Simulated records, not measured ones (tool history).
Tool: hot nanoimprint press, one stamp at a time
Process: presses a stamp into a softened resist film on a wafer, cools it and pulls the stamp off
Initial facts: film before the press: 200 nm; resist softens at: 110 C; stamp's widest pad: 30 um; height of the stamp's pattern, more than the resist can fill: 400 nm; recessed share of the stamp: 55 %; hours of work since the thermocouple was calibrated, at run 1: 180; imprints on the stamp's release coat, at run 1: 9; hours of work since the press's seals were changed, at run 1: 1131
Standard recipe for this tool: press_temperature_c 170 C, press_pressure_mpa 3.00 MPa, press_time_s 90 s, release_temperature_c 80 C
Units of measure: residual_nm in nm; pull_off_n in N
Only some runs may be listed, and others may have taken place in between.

run   hour  press_temperature_c  press_pressure_mpa  press_time_s  release_temperature_c  hours of work since the thermocouple was calibrated  imprints on the stamp's release coat  hours of work since the press's seals were changed  residual_nm  pull_off_n
  1    0.0                  170                3.00            90                     80                                                  180                                     9                                                1131         78.2         178
  2   32.0                  170                4.71            90                     80                                                  202                                    95                                                1153         59.9         181
      95.2  -- press's hydraulic seals changed and the load cell set to zero
  3  107.1                  170                4.71            90                     80                                                  248                                   274                                                   8         58.7         186
  4  141.5                  170                4.71            90                     80                                                  271                                   366                                                  31         58.2         190
  5  200.1                  170                4.71            90                     80                                                  311                                   523                                                  71         58.9         193
     222.3  -- stamp cleaned and given a new release coat
  6  254.9                  170                4.71            90                     80                                                  344                                    88                                                 104         60.6         181
     262.4  -- plate thermocouple calibrated
  7  299.9                  170                4.71            90                     80                                                   25                                   200                                                 133         63.0         186
  8  353.1                  170                4.71            90                     80                                                   62                                   343                                                 169         63.4         192
  9  399.4                  170                3.00            90                     75                                                   93                                   467                                                 200         83.5         201
     444.6  -- stamp cleaned and given a new release coat
 10  475.3                  170                4.79            63                     80                                                  140                                    83                                                 248         72.0         184
 11  523.7                  176                3.00           155                     80                                                  173                                   212                                                 281         51.2         187
 12  599.9                  176                3.00           155                     80                                                  225                                   416                                                 332         51.6         192
     609.9  -- plate thermocouple calibrated, once more
 13  656.2                  176                3.00           155                     80                                                   31                                   559                                                 368         45.0         193
     667.4  -- stamp cleaned and given a new release coat
 14  706.6                  176                2.44           109                     80                                                   62                                   105                                                 399         58.1         184
 15  753.8                  170                3.00           132                     67                                                   94                                   231                                                 431         66.7         203
 16  804.1                  170                3.00           132                     67                                                  128                                   366                                                 465         67.6         203
 17  859.4                  170                3.00           132                     67                                                  165                                   514                                                 502         68.4         212

Alternative continuations, all from the tool just after run 17; predict every row:
     887.5  -- stamp cleaned and given a new release coat
  A  919.8                  170                2.17           132                     67                                                  202                                    86                                                 539            ?           ?
     887.5  -- stamp cleaned and given a new release coat
  B  919.8                  174                3.00           179                     72                                                  202                                    86                                                 539            ?           ?
     887.5  -- stamp cleaned and given a new release coat
  C  919.8                  163                3.00           132                     67                                                  202                                    86                                                 539            ?           ?

run  residual_nm  pull_off_n
  A         82.3         197
  B         48.7         190
  C        100.3         198
Take away the tool's hidden state, keep each run's random variation, and the runs would have read:
run  residual_nm  pull_off_n
  A         78.7         194
  B         46.4         187
  C         95.5         195
